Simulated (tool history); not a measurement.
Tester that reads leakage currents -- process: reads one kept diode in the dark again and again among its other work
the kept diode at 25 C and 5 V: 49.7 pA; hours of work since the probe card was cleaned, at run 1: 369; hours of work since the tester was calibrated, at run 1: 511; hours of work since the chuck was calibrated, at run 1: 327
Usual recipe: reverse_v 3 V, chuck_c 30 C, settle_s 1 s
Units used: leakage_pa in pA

| run | hour | reverse_v | chuck_c | settle_s | hours of work since the probe card was cleaned | hours of work since the tester was calibrated | hours of work since the chuck was calibrated | leakage_pa |
|---|---|---|---|---|---|---|---|---|
| 1 | 0 | 3 | 30 | 1 | 369 | 511 | 327 | 58.87 |
| 2 | 46 | 3 | 30 | 1 | 397 | 539 | 354 | 58.85 |
| 3 | 72.1 | 3 | 30 | 1 | 412 | 554 | 370 | 58.86 |
| 4 | 111.4 | 3 | 45 | 1 | 436 | 578 | 394 | 199.83 |
| 5 | 145.8 | 3 | 30 | 1 | 456 | 598 | 414 | 59.36 |
| 6 | 166.4 | 3 | 59 | 1 | 469 | 611 | 426 | 569.12 |
| 7 | 212.6 | 3 | 59 | 1 | 496 | 638 | 454 | 569.01 |
| 8 | 255.7 | 3 | 59 | 1 | 522 | 664 | 480 | 565.04 |
| 9 | 295.6 | 3 | 59 | 1 | 546 | 688 | 504 | 569.43 |
| 10 | 323 | 3 | 59 | 1 | 562 | 704 | 520 | 568.36 |
| 11 | 351.6 | 3 | 59 | 1 | 579 | 721 | 537 | 569.46 |
| 12 | 384.4 | 3 | 59 | 1 | 599 | 741 | 557 | 565.74 |
| 13 | 407.1 | 8.32 | 30 | 1 | 612 | 754 | 570 | 104.55 |
| 14 | 453 | 2.63 | 30 | 2.25 | 640 | 782 | 598 | 55.32 |
| 15 | 475.9 | 1.04 | 27 | 0.46 | 653 | 796 | 611 | 25.76 |
| 16 | 496.9 | 5.17 | 38 | 1.01 | 666 | 808 | 624 | 155.62 |
| 17 | 520.5 | 5.17 | 38 | 1.01 | 680 | 822 | 638 | 155.45 |
| 18 | 558.9 | 15.46 | 51 | 4.77 | 703 | 845 | 661 | 783.25 |
| 19 | 591.7 | 15.46 | 51 | 4.77 | 723 | 865 | 681 | 780.07 |
| 20 | 631 | 12.59 | 47 | 2.54 | 746 | 888 | 704 | 520.59 |
| 21 | 657.8 | 15.4 | 52 | 4.19 | 762 | 904 | 720 | 838.07 |
| 22 | 702.9 | 2.9 | 31 | 3.64 | 789 | 931 | 747 | 63.61 |
| 23 | 725.3 | 2.9 | 31 | 3.64 | 802 | 945 | 760 | 63.85 |

Below are 5 alternative next runs, each starting from the tool's condition after run 23. Predict each:
| A | 763.1 | 4.63 | 29 | 3.3 | 825 | 967 | 783 | ? |
| B | 763.1 | 3 | 30 | 0.75 | 825 | 967 | 783 | ? |
| C | 763.1 | 17.81 | 30 | 3.6 | 825 | 967 | 783 | ? |
| D | 763.1 | 3 | 30 | 1.37 | 825 | 967 | 783 | ? |
| E | 763.1 | 2.9 | 31 | 1.79 | 825 | 967 | 783 | ? |

| run | leakage_pa |
|---|---|
| A | 70.23 |
| B | 60.07 |
| C | 160.58 |
| D | 59.86 |
| E | 63.79 |
Take away the tool's hidden state, keep each run's random variation, and the runs would have read:
| run | leakage_pa |
|---|---|
| A | 68.05 |
| B | 58.38 |
| C | 154.4 |
| D | 58.17 |
| E | 62.04 |
